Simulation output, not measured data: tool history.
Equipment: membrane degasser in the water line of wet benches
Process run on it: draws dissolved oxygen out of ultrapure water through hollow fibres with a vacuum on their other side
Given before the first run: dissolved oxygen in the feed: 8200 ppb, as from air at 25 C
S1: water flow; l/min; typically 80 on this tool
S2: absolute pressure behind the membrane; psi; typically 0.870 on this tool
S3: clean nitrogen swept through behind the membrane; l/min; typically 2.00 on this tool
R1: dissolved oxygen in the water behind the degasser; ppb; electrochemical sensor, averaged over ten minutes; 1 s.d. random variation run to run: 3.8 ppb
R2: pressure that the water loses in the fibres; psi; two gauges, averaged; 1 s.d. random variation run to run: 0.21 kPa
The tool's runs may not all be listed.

run,day,S1,S2,S3,R1,R2
1,0.000,80,0.870,2.00,384.3,6.804
2,2.788,80,0.870,2.00,390.2,6.892
3,5.842,80,0.870,2.00,383.8,6.849
4,10.800,80,0.870,2.00,386.5,6.820
5,16.179,80,0.870,2.00,381.2,6.818
6,21.729,80,0.870,2.00,395.1,6.891
7,26.538,80,0.870,2.00,380.3,6.850
8,30.908,80,0.870,1.70,412.9,6.921
9,35.971,80,0.870,1.70,408.2,6.946
10,40.004,80,0.870,1.70,410.5,6.947
11,46.017,80,0.870,1.70,413.8,6.947
12,51.883,80,0.870,1.70,411.6,6.971
# day 55.029: gauge calibrated
13,57.188,80,0.870,1.70,412.6,6.792
14,60.608,80,1.608,1.70,821.5,6.811
15,64.492,51,0.777,4.47,137.1,4.345
16,70.454,83,1.852,1.33,1151.3,7.126
17,74.667,80,0.669,2.85,252.4,6.856
18,79.812,80,0.669,2.85,258.8,6.912
19,85.454,80,0.669,2.85,254.2,6.928
20,91.075,80,0.669,2.85,256.8,6.905
21,96.492,49,0.870,2.01,217.8,4.261
22,100.279,108,1.427,3.55,640.7,9.446
23,102.754,61,0.870,2.00,282.2,5.307

Run 24 is up next; what results do you expect?
24,107.746,122,0.870,2.00,?,?

R1: 588.5 ppb
R2: 10.596 psi
Take away the tool's hidden state, keep the run-to-run variation as it was, and the same run would have given R1 587.9 ppb, R2 10.322 psi.
